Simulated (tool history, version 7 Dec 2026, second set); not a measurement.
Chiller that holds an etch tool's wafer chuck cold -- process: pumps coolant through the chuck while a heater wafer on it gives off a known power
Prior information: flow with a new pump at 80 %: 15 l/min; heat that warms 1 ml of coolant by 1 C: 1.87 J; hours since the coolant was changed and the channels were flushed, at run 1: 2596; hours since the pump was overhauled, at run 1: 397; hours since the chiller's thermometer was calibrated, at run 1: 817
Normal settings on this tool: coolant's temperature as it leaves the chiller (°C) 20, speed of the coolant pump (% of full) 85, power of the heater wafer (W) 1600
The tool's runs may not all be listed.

| run | hour | coolant's temperature as it leaves the chiller (°C) | speed of the coolant pump (% of full) | power of the heater wafer (W) | hours since the coolant was changed and the channels were flushed | hours since the pump was overhauled | hours since the chiller's thermometer was calibrated | chuck's temperature once it has settled (°C) | how much warmer the coolant comes back (C) |
|---|---|---|---|---|---|---|---|---|---|
| 1 | 0.0 | 20 | 85 | 1600 | 2596 | 397 | 817 | 32.2 | 3.25 |
| 2 | 85.2 | 20 | 85 | 1600 | 2681 | 482 | 903 | 32.2 | 3.21 |
| 3 | 170.4 | 20 | 85 | 1600 | 2766 | 567 | 988 | 32.3 | 3.21 |
| 4 | 242.4 | 17 | 85 | 1600 | 2838 | 639 | 1060 | 29.4 | 3.20 |
| 5 | 367.5 | 17 | 85 | 1600 | 2963 | 764 | 1185 | 29.4 | 3.25 |
| 6 | 461.8 | 11 | 85 | 1600 | 3057 | 858 | 1279 | 23.4 | 3.22 |
| 7 | 518.6 | 11 | 85 | 1600 | 3114 | 915 | 1336 | 23.4 | 3.26 |
| 8 | 602.1 | 11 | 85 | 1600 | 3198 | 999 | 1419 | 23.7 | 3.25 |
| 9 | 696.2 | 20 | 85 | 1585 | 3292 | 1093 | 1514 | 32.4 | 3.24 |
| 10 | 775.4 | 20 | 85 | 1585 | 3371 | 1172 | 1593 | 32.7 | 3.22 |
| 11 | 879.0 | 20 | 85 | 1585 | 3475 | 1276 | 1696 | 32.5 | 3.29 |
| 12 | 982.7 | 20 | 85 | 1585 | 3578 | 1379 | 1800 | 32.5 | 3.29 |
| 13 | 1101.2 | 20 | 85 | 1585 | 3697 | 1498 | 1919 | 32.7 | 3.27 |
| 14 | 1230.0 | 20 | 85 | 1585 | 3826 | 1626 | 2047 | 32.8 | 3.28 |
| 15 | 1313.0 | 12 | 85 | 1585 | 3909 | 1710 | 2130 | 24.7 | 3.30 |
| 16 | 1450.2 | 12 | 85 | 1585 | 4046 | 1847 | 2268 | 24.9 | 3.29 |
| 17 | 1527.3 | 17 | 80 | 1043 | 4123 | 1924 | 2345 | 25.9 | 2.35 |
| 18 | 1607.8 | 12 | 79 | 1419 | 4203 | 2004 | 2425 | 24.3 | 3.30 |
| 19 | 1677.5 | 20 | 63 | 2156 | 4273 | 2074 | 2495 | 44.1 | 6.30 |
| 20 | 1768.2 | 20 | 63 | 2156 | 4364 | 2165 | 2586 | 44.2 | 6.29 |
| 21 | 1853.5 | 20 | 63 | 2156 | 4449 | 2250 | 2671 | 44.3 | 6.30 |
| 22 | 1924.0 | 20 | 70 | 1600 | 4520 | 2320 | 2741 | 36.2 | 4.20 |
| 23 | 1988.4 | 19 | 70 | 1836 | 4584 | 2385 | 2806 | 37.7 | 4.77 |
| 24 | 2107.7 | 25 | 87 | 1136 | 4703 | 2504 | 2925 | 34.0 | 2.36 |
| 25 | 2210.1 | 25 | 61 | 1136 | 4806 | 2607 | 3027 | 38.3 | 3.50 |
| 26 | 2307.5 | 22 | 65 | 1957 | 4903 | 2704 | 3125 | 43.8 | 5.56 |
| 27 | 2367.3 | 22 | 65 | 1957 | 4963 | 2764 | 3185 | 43.9 | 5.60 |
| 28 | 2462.0 | 10 | 91 | 933 | 5058 | 2859 | 3279 | 17.1 | 1.84 |
| 29 | 2522.3 | 10 | 91 | 933 | 5118 | 2919 | 3340 | 17.2 | 1.88 |
| 30 | 2648.1 | 10 | 91 | 933 | 5244 | 3045 | 3465 | 17.3 | 1.81 |
| 31 | 2745.0 | 12 | 65 | 1181 | 5341 | 3142 | 3562 | 25.2 | 3.30 |

Below are 5 alternative next runs, each starting from the tool's condition after run 31. Predict each:
| A | 2808.2 | 17 | 68 | 1110 | 5404 | 3205 | 3626 | ? | ? |
| B | 2808.2 | 15 | 80 | 1600 | 5404 | 3205 | 3626 | ? | ? |
| C | 2808.2 | 18 | 94 | 2170 | 5404 | 3205 | 3626 | ? | ? |
| D | 2808.2 | 24 | 70 | 1076 | 5404 | 3205 | 3626 | ? | ? |
| E | 2808.2 | 12 | 65 | 1093 | 5404 | 3205 | 3626 | ? | ? |

| run | chuck's temperature once it has settled (°C) | how much warmer the coolant comes back (C) |
|---|---|---|
| A | 28.9 | 2.97 |
| B | 29.6 | 3.66 |
| C | 35.2 | 4.24 |
| D | 35.1 | 2.86 |
| E | 24.3 | 3.17 |
Stripped of hidden state, with their random variation kept, the same runs would have yielded:
| run | chuck's temperature once it has settled (°C) | how much warmer the coolant comes back (C) |
|---|---|---|
| A | 26.7 | 2.75 |
| B | 26.8 | 3.40 |
| C | 31.9 | 3.94 |
| D | 33.1 | 2.65 |
| E | 22.1 | 2.94 |
